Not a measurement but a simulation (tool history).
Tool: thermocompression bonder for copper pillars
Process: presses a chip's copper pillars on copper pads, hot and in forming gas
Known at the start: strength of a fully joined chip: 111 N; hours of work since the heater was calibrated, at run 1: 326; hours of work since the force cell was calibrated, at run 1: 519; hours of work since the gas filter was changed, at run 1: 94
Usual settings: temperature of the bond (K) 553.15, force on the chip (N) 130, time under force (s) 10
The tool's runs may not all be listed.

run   hour  temperature of the bond (K)  force on the chip (N)  time under force (s)  hours of work since the heater was calibrated  hours of work since the force cell was calibrated  hours of work since the gas filter was changed  force that shears a chip off (N)
  1    0.0                       553.15                    130                    10                                            326                                                519                                              94                              59.0
  2   11.9                       553.15                    130                    10                                            335                                                529                                             103                              59.4
  3   32.4                       553.15                    130                    10                                            351                                                545                                             119                              58.8
  4   52.9                       553.15                    130                    10                                            367                                                561                                             135                              59.1
  5   71.7                       553.15                    130                    10                                            382                                                576                                             150                              58.5
  6   88.8                       553.15                    130                    10                                            395                                                589                                             163                              58.8
  7  108.9                       553.15                    130                    10                                            411                                                605                                             179                              58.7
  8  129.4                       548.15                    130                    10                                            427                                                621                                             195                              55.3
  9  140.0                       548.15                     82                    10                                            435                                                629                                             203                              37.1
 10  154.0                       527.15                     97                    24                                            446                                                640                                             214                              45.0
 11  163.7                       527.15                     97                    24                                            454                                                647                                             222                              45.0
 12  182.7                       546.15                     83                    13                                            469                                                662                                             236                              40.3
 13  200.5                       565.15                     82                    13                                            483                                                676                                             250                              50.6
 14  215.5                       534.15                     92                     8                                            494                                                688                                             262                              30.4
 15  226.5                       534.15                     92                     8                                            503                                                697                                             271                              30.6
 16  240.0                       534.15                     92                     8                                            513                                                707                                             281                              30.6
 17  250.5                       534.15                     92                     8                                            522                                                715                                             289                              30.4
 18  265.3                       553.15                    130                    10                                            533                                                727                                             301                              57.5

Forecast each of these 3 alternatives for the next run:
  A  278.7                       541.15                    130                    10                                            544                                                737                                             312                                 ?
  B  278.7                       553.15                    128                     7                                            544                                                737                                             312                                 ?
  C  278.7                       537.15                    150                    10                                            544                                                737                                             312                                 ?

run  force that shears a chip off (N)
  A                              50.0
  B                              50.4
  C                              53.0
Without the tool's hidden state the same runs would have given:
run  force that shears a chip off (N)
  A                              52.0
  B                              52.3
  C                              55.2
